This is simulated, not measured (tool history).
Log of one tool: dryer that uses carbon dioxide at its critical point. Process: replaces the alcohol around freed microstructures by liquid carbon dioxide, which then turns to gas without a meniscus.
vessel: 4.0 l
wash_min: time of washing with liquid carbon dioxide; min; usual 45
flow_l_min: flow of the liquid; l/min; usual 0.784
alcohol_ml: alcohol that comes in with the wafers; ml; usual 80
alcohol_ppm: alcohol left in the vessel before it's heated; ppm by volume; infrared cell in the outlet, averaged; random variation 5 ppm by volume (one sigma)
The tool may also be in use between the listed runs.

run 1 hour=0.0 | wash_min=45 flow_l_min=0.784 alcohol_ml=80 | alcohol_ppm=92
run 2 hour=33.7 | wash_min=45 flow_l_min=0.784 alcohol_ml=80 | alcohol_ppm=96
run 3 hour=72.0 | wash_min=45 flow_l_min=0.784 alcohol_ml=80 | alcohol_ppm=87
run 4 hour=94.6 | wash_min=45 flow_l_min=0.784 alcohol_ml=80 | alcohol_ppm=94
run 5 hour=126.2 | wash_min=45 flow_l_min=0.784 alcohol_ml=80 | alcohol_ppm=106
run 6 hour=151.8 | wash_min=45 flow_l_min=0.784 alcohol_ml=80 | alcohol_ppm=96
run 7 hour=193.1 | wash_min=45 flow_l_min=0.784 alcohol_ml=80 | alcohol_ppm=107
run 8 hour=215.0 | wash_min=30 flow_l_min=0.784 alcohol_ml=80 | alcohol_ppm=463
run 9 hour=244.2 | wash_min=45 flow_l_min=0.784 alcohol_ml=60 | alcohol_ppm=76
run 10 hour=283.1 | wash_min=45 flow_l_min=0.784 alcohol_ml=60 | alcohol_ppm=106
run 11 hour=318.2 | wash_min=45 flow_l_min=0.806 alcohol_ml=80 | alcohol_ppm=105
run 12 hour=342.9 | wash_min=45 flow_l_min=0.806 alcohol_ml=80 | alcohol_ppm=105
run 13 hour=369.3 | wash_min=45 flow_l_min=0.806 alcohol_ml=24 | alcohol_ppm=78
run 14 hour=402.5 | wash_min=45 flow_l_min=0.806 alcohol_ml=24 | alcohol_ppm=74
run 15 hour=429.1 | wash_min=45 flow_l_min=0.806 alcohol_ml=24 | alcohol_ppm=72
run 16 hour=459.6 | wash_min=45 flow_l_min=0.806 alcohol_ml=24 | alcohol_ppm=77
run 17 hour=485.9 | wash_min=45 flow_l_min=0.806 alcohol_ml=24 | alcohol_ppm=69
run 18 hour=523.4 | wash_min=45 flow_l_min=0.784 alcohol_ml=67 | alcohol_ppm=114
-- hour=544.3 inlet filter changed
run 19 hour=560.5 | wash_min=52 flow_l_min=1.208 alcohol_ml=51 | alcohol_ppm=56
run 20 hour=585.2 | wash_min=50 flow_l_min=1.089 alcohol_ml=80 | alcohol_ppm=55
run 21 hour=606.2 | wash_min=45 flow_l_min=0.793 alcohol_ml=80 | alcohol_ppm=93
run 22 hour=624.9 | wash_min=45 flow_l_min=0.793 alcohol_ml=25 | alcohol_ppm=65
run 23 hour=665.8 | wash_min=45 flow_l_min=0.793 alcohol_ml=25 | alcohol_ppm=69
run 24 hour=685.1 | wash_min=45 flow_l_min=0.793 alcohol_ml=25 | alcohol_ppm=64
run 25 hour=727.2 | wash_min=45 flow_l_min=0.793 alcohol_ml=25 | alcohol_ppm=69
run 26 hour=754.5 | wash_min=45 flow_l_min=0.793 alcohol_ml=25 | alcohol_ppm=73
run 27 hour=787.9 | wash_min=35 flow_l_min=0.889 alcohol_ml=95 | alcohol_ppm=148
run 28 hour=826.1 | wash_min=62 flow_l_min=0.889 alcohol_ml=51 | alcohol_ppm=62
run 29 hour=870.5 | wash_min=62 flow_l_min=0.889 alcohol_ml=51 | alcohol_ppm=62
run 30 hour=905.0 | wash_min=62 flow_l_min=1.120 alcohol_ml=47 | alcohol_ppm=67
run 31 hour=937.2 | wash_min=62 flow_l_min=1.120 alcohol_ml=47 | alcohol_ppm=60
run 32 hour=972.3 | wash_min=62 flow_l_min=1.120 alcohol_ml=47 | alcohol_ppm=72
run 33 hour=991.9 | wash_min=62 flow_l_min=0.845 alcohol_ml=62 | alcohol_ppm=76
run 34 hour=1035.4 | wash_min=62 flow_l_min=0.562 alcohol_ml=78 | alcohol_ppm=108
run 35 hour=1072.6 | wash_min=45 flow_l_min=0.974 alcohol_ml=22 | alcohol_ppm=71
run 36 hour=1106.2 | wash_min=71 flow_l_min=0.974 alcohol_ml=58 | alcohol_ppm=66

Forecast each of these 4 alternatives for the next run:
run A hour=1139.7 | wash_min=71 flow_l_min=0.974 alcohol_ml=42 | alcohol_ppm=?
run B hour=1139.7 | wash_min=63 flow_l_min=0.784 alcohol_ml=25 | alcohol_ppm=?
run C hour=1139.7 | wash_min=52 flow_l_min=0.519 alcohol_ml=105 | alcohol_ppm=?
run D hour=1139.7 | wash_min=71 flow_l_min=0.974 alcohol_ml=65 | alcohol_ppm=?

run=A alcohol_ppm=70
run=B alcohol_ppm=65
run=C alcohol_ppm=327
run=D alcohol_ppm=70
Without the tool's hidden state the same runs would have given:
run=A alcohol_ppm=5
run=B alcohol_ppm=0
run=C alcohol_ppm=194
run=D alcohol_ppm=6

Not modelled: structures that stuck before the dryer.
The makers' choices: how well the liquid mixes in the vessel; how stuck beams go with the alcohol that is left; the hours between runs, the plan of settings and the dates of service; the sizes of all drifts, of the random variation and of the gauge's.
